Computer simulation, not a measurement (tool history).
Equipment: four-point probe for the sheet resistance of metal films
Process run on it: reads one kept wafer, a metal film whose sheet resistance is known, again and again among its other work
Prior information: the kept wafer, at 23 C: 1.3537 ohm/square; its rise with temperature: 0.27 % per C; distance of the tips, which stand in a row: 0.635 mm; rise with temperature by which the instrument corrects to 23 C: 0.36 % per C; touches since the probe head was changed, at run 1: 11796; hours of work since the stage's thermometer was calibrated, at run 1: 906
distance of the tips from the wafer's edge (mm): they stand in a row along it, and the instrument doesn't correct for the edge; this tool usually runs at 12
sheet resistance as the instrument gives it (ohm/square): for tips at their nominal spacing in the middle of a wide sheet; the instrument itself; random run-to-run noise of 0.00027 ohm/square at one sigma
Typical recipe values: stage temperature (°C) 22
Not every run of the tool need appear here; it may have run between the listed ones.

run	hour	stage temperature (°C)	distance of the tips from the wafer's edge (mm)	touches since the probe head was changed	hours of work since the stage's thermometer was calibrated	sheet resistance as the instrument gives it (ohm/square)
1	0	22	12	11796	906	1.360082
2	24	22	12	12611	918	1.360005
3	39	22	12	13124	925	1.360062
4	63.2	22	12	13946	937	1.360357
5	77.3	22	12	14428	944	1.360224
6	89.8	22	12	14852	949	1.360115
7	108.9	22	12	15501	959	1.360134
8	125	22	12	16048	966	1.360188
9	143.4	22	12	16676	975	1.36019
10	168.6	22	24	17533	987	1.358884
11	194.2	22	24	18405	1000	1.35868
12	217.7	22	12	19205	1011	1.36042
13	231.5	22	12	19673	1018	1.36016
14	252.9	33	12	20402	1028	1.346513
15	273.5	33	12	21103	1038	1.346567
16	284.5	33	12	21478	1043	1.346746
17	302.5	33	12	22088	1052	1.346073
18	313.4	33	12	22461	1057	1.346696
19	325.9	22	57	22886	1063	1.358378
20	346.7	22	57	23593	1073	1.358438
21	360.2	22	57	24053	1079	1.358849
22	373.3	22	7	24498	1086	1.364079
23	384.2	32	16	24869	1091	1.346933
24	406.3	32	16	25620	1101	1.346547
25	428.1	30	9	26364	1112	1.351674
26	451.7	30	9	27166	1123	1.351786
27	463.9	18	46	27581	1129	1.364172
28	479.3	29	4	28106	1136	1.36726
29	503	22	13	28912	1148	1.360419
30	521.5	30	5	29540	1157	1.360423
31	546.1	22	3	30378	1169	1.390552
32	570.6	28	28	31213	1180	1.351089
33	588.3	28	28	31813	1189	1.351271
34	604.2	18	71	32356	1196	1.364237
35	618.4	18	71	32838	1203	1.364598
36	642.3	30	8	33652	1215	1.353002
37	661	22	3	34289	1224	1.390677
38	680.3	22	3	34946	1233	1.390869
39	702.9	25	10	35715	1244	1.357946
40	719.8	22	4	36289	1252	1.376491
41	735.4	19	4	36819	1259	1.380467
42	751.5	19	4	37369	1267	1.381139
43	775.2	22	4	38175	1279	1.377057
44	787.8	22	4	38604	1285	1.377937

What if the next run were any one of these 5? Each begins from the tool's condition after run 44:
A	811.5	18	11	39409	1296	?
B	811.5	27	7	39409	1296	?
C	811.5	30	7	39409	1296	?
D	811.5	22	30	39409	1296	?
E	811.5	22	6	39409	1296	?

run	sheet resistance as the instrument gives it (ohm/square)
A	1.367167
B	1.358714
C	1.355044
D	1.359496
E	1.367535
Stripped of hidden state, with their random variation kept, the same runs would have yielded:
run	sheet resistance as the instrument gives it (ohm/square)
A	1.363087
B	1.354643
C	1.350978
D	1.35543
E	1.363447

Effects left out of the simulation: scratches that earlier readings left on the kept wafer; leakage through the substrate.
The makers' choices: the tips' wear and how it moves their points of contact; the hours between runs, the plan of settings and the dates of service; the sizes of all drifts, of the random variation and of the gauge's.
